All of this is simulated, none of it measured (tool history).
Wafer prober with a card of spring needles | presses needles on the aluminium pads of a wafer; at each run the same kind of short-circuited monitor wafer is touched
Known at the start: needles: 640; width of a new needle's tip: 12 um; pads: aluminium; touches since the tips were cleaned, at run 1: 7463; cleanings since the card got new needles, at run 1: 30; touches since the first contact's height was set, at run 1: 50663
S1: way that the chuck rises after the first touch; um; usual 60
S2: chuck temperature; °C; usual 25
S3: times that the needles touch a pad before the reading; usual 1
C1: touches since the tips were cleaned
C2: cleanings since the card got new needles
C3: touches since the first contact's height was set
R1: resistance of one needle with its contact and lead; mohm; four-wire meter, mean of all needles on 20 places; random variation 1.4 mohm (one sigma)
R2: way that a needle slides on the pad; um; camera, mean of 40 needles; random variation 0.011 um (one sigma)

{"run": 1, "hour": 0.0, "S1": 60, "S2": 25, "S3": 1, "C1": 7463, "C2": 30, "C3": 50663, "R1": 123, "R2": 11.81}
{"hour": 2.6, "done": "tips cleaned on abrasive film"}
{"hour": 15.3, "done": "tips cleaned on abrasive film"}
{"run": 2, "hour": 22.9, "S1": 52, "S2": 25, "S3": 1, "C1": 5272, "C2": 32, "C3": 66468, "R1": 125, "R2": 10.23}
{"hour": 30.1, "done": "tips cleaned on abrasive film"}
{"hour": 43.2, "done": "tips cleaned on abrasive film"}
{"run": 3, "hour": 50.7, "S1": 60, "S2": 25, "S3": 1, "C1": 5240, "C2": 34, "C3": 85710, "R1": 120, "R2": 11.81}
{"hour": 57.5, "done": "tips cleaned on abrasive film"}
{"hour": 70.0, "done": "tips cleaned on abrasive film"}
{"run": 4, "hour": 79.1, "S1": 60, "S2": 25, "S3": 1, "C1": 6336, "C2": 36, "C3": 105375, "R1": 121, "R2": 11.81}
{"hour": 83.1, "done": "tips cleaned on abrasive film"}
{"hour": 96.4, "done": "tips cleaned on abrasive film"}
{"run": 5, "hour": 97.3, "S1": 60, "S2": 25, "S3": 1, "C1": 631, "C2": 38, "C3": 117919, "R1": 121, "R2": 11.81}
{"hour": 110.0, "done": "tips cleaned on abrasive film"}
{"hour": 122.6, "done": "tips cleaned on abrasive film"}
{"run": 6, "hour": 129.8, "S1": 60, "S2": 25, "S3": 1, "C1": 4983, "C2": 40, "C3": 140437, "R1": 121, "R2": 11.8}
{"hour": 136.8, "done": "tips cleaned on abrasive film"}
{"run": 7, "hour": 147.5, "S1": 60, "S2": 25, "S3": 1, "C1": 7400, "C2": 41, "C3": 152699, "R1": 122, "R2": 11.81}
{"hour": 149.4, "done": "tips cleaned on abrasive film"}
{"hour": 162.0, "done": "tips cleaned on abrasive film"}
{"hour": 175.5, "done": "tips cleaned on abrasive film"}
{"run": 8, "hour": 175.5, "S1": 52, "S2": 25, "S3": 1, "C1": 0, "C2": 44, "C3": 172052, "R1": 123, "R2": 10.25}
{"hour": 189.5, "done": "tips cleaned on abrasive film"}
{"run": 9, "hour": 199.7, "S1": 52, "S2": 25, "S3": 1, "C1": 7106, "C2": 45, "C3": 188833, "R1": 124, "R2": 10.24}
{"hour": 203.1, "done": "tips cleaned on abrasive film"}
{"hour": 217.6, "done": "tips cleaned on abrasive film"}
{"run": 10, "hour": 227.0, "S1": 52, "S2": 25, "S3": 1, "C1": 6534, "C2": 47, "C3": 207750, "R1": 122, "R2": 10.24}
{"hour": 231.0, "done": "tips cleaned on abrasive film"}
{"hour": 245.7, "done": "tips cleaned on abrasive film"}
{"run": 11, "hour": 250.0, "S1": 52, "S2": 25, "S3": 1, "C1": 3020, "C2": 49, "C3": 223652, "R1": 125, "R2": 10.24}
{"hour": 260.2, "done": "tips cleaned on abrasive film"}
{"hour": 271.7, "done": "height of the first contact set anew"}
{"hour": 273.8, "done": "tips cleaned on abrasive film"}
{"run": 12, "hour": 274.6, "S1": 52, "S2": 25, "S3": 1, "C1": 576, "C2": 51, "C3": 1960, "R1": 122, "R2": 10.25}
{"hour": 286.6, "done": "tips cleaned on abrasive film"}
{"hour": 299.2, "done": "tips cleaned on abrasive film"}
{"run": 13, "hour": 301.0, "S1": 52, "S2": 25, "S3": 1, "C1": 1230, "C2": 53, "C3": 20195, "R1": 125, "R2": 10.26}
{"hour": 313.1, "done": "tips cleaned on abrasive film"}
{"run": 14, "hour": 317.4, "S1": 52, "S2": 25, "S3": 1, "C1": 3025, "C2": 54, "C3": 31580, "R1": 123, "R2": 10.25}
{"hour": 326.2, "done": "tips cleaned on abrasive film"}
{"hour": 339.1, "done": "tips cleaned on abrasive film"}
{"run": 15, "hour": 340.8, "S1": 52, "S2": 25, "S3": 1, "C1": 1186, "C2": 56, "C3": 47754, "R1": 124, "R2": 10.25}
{"hour": 353.7, "done": "tips cleaned on abrasive film"}
{"run": 16, "hour": 365.7, "S1": 52, "S2": 25, "S3": 1, "C1": 8381, "C2": 57, "C3": 65022, "R1": 122, "R2": 10.26}
{"hour": 368.0, "done": "tips cleaned on abrasive film"}
{"hour": 381.6, "done": "tips cleaned on abrasive film"}
{"hour": 396.0, "done": "tips cleaned on abrasive film"}
{"run": 17, "hour": 399.1, "S1": 69, "S2": 31, "S3": 1, "C1": 2161, "C2": 60, "C3": 88093, "R1": 120, "R2": 13.61}
{"hour": 410.3, "done": "tips cleaned on abrasive film"}
{"run": 18, "hour": 419.8, "S1": 69, "S2": 31, "S3": 1, "C1": 6560, "C2": 61, "C3": 102435, "R1": 120, "R2": 13.62}
{"hour": 424.2, "done": "tips cleaned on abrasive film"}
{"hour": 438.8, "done": "tips cleaned on abrasive film"}
{"run": 19, "hour": 446.8, "S1": 69, "S2": 31, "S3": 1, "C1": 5580, "C2": 63, "C3": 121136, "R1": 120, "R2": 13.64}
{"hour": 451.3, "done": "tips cleaned on abrasive film"}
{"run": 20, "hour": 462.4, "S1": 63, "S2": 30, "S3": 1, "C1": 7721, "C2": 64, "C3": 131966, "R1": 120, "R2": 12.44}
{"hour": 464.8, "done": "tips cleaned on abrasive film"}
{"run": 21, "hour": 476.8, "S1": 63, "S2": 30, "S3": 1, "C1": 8374, "C2": 65, "C3": 141940, "R1": 125, "R2": 12.43}
{"hour": 479.2, "done": "tips cleaned on abrasive film"}
{"hour": 493.4, "done": "tips cleaned on abrasive film"}
{"run": 22, "hour": 494.3, "S1": 75, "S2": 84, "S3": 1, "C1": 627, "C2": 67, "C3": 153987, "R1": 127, "R2": 14.82}
{"hour": 505.9, "done": "tips cleaned on abrasive film"}
{"run": 23, "hour": 511.8, "S1": 75, "S2": 84, "S3": 1, "C1": 4076, "C2": 68, "C3": 166088, "R1": 126, "R2": 14.82}
{"hour": 519.5, "done": "tips cleaned on abrasive film"}
{"hour": 532.2, "done": "tips cleaned on abrasive film"}
{"run": 24, "hour": 543.9, "S1": 75, "S2": 84, "S3": 1, "C1": 8201, "C2": 70, "C3": 188383, "R1": 128, "R2": 14.83}
{"hour": 545.8, "done": "tips cleaned on abrasive film"}
{"hour": 559.4, "done": "tips cleaned on abrasive film"}
{"run": 25, "hour": 567.4, "S1": 75, "S2": 84, "S3": 1, "C1": 5586, "C2": 72, "C3": 204599, "R1": 128, "R2": 14.79}
{"hour": 573.7, "done": "tips cleaned on abrasive film"}
{"hour": 588.7, "done": "tips cleaned on abrasive film"}
{"run": 26, "hour": 594.8, "S1": 75, "S2": 84, "S3": 1, "C1": 4316, "C2": 74, "C3": 223598, "R1": 128, "R2": 14.82}
{"hour": 603.1, "done": "tips cleaned on abrasive film"}
{"hour": 614.5, "done": "height of the first contact set anew"}
{"run": 27, "hour": 615.0, "S1": 75, "S2": 84, "S3": 1, "C1": 8075, "C2": 75, "C3": 317, "R1": 127, "R2": 14.82}
{"hour": 616.8, "done": "tips cleaned on abrasive film"}
{"hour": 629.8, "done": "tips cleaned on abrasive film"}
{"run": 28, "hour": 640.8, "S1": 60, "S2": 47, "S3": 1, "C1": 7703, "C2": 77, "C3": 18228, "R1": 123, "R2": 11.86}
{"hour": 643.1, "done": "tips cleaned on abrasive film"}
{"hour": 657.5, "done": "tips cleaned on abrasive film"}
{"run": 29, "hour": 663.8, "S1": 60, "S2": 47, "S3": 1, "C1": 4421, "C2": 79, "C3": 34115, "R1": 123, "R2": 11.86}
{"hour": 671.5, "done": "tips cleaned on abrasive film"}
{"run": 30, "hour": 680.0, "S1": 60, "S2": 47, "S3": 1, "C1": 5930, "C2": 80, "C3": 45327, "R1": 124, "R2": 11.88}
{"hour": 684.5, "done": "tips cleaned on abrasive film"}
{"run": 31, "hour": 694.9, "S1": 60, "S2": 47, "S3": 1, "C1": 7285, "C2": 81, "C3": 55645, "R1": 121, "R2": 11.88}

Forecast each of these 4 alternatives for the next run:
{"hour": 698.3, "done": "tips cleaned on abrasive film"}
{"hour": 711.6, "done": "tips cleaned on abrasive film"}
{"run": "A", "hour": 711.6, "S1": 74, "S2": 80, "S3": 1, "C1": 0, "C2": 83, "C3": 67156, "R1": "?", "R2": "?"}
{"hour": 698.3, "done": "tips cleaned on abrasive film"}
{"hour": 711.6, "done": "tips cleaned on abrasive film"}
{"run": "B", "hour": 711.6, "S1": 41, "S2": 79, "S3": 1, "C1": 0, "C2": 83, "C3": 67156, "R1": "?", "R2": "?"}
{"hour": 698.3, "done": "tips cleaned on abrasive film"}
{"hour": 711.6, "done": "tips cleaned on abrasive film"}
{"run": "C", "hour": 711.6, "S1": 50, "S2": 47, "S3": 1, "C1": 0, "C2": 83, "C3": 67156, "R1": "?", "R2": "?"}
{"hour": 698.3, "done": "tips cleaned on abrasive film"}
{"hour": 711.6, "done": "tips cleaned on abrasive film"}
{"run": "D", "hour": 711.6, "S1": 60, "S2": 107, "S3": 2, "C1": 0, "C2": 83, "C3": 67156, "R1": "?", "R2": "?"}

run=A R1=125 R2=14.64
run=B R1=137 R2=8.1
run=C R1=125 R2=9.88
run=D R1=135 R2=11.86
Without the tool's hidden state the same runs would have given:
run=A R1=125 R2=14.56
run=B R1=137 R2=8.06
run=C R1=125 R2=9.83
run=D R1=135 R2=11.79

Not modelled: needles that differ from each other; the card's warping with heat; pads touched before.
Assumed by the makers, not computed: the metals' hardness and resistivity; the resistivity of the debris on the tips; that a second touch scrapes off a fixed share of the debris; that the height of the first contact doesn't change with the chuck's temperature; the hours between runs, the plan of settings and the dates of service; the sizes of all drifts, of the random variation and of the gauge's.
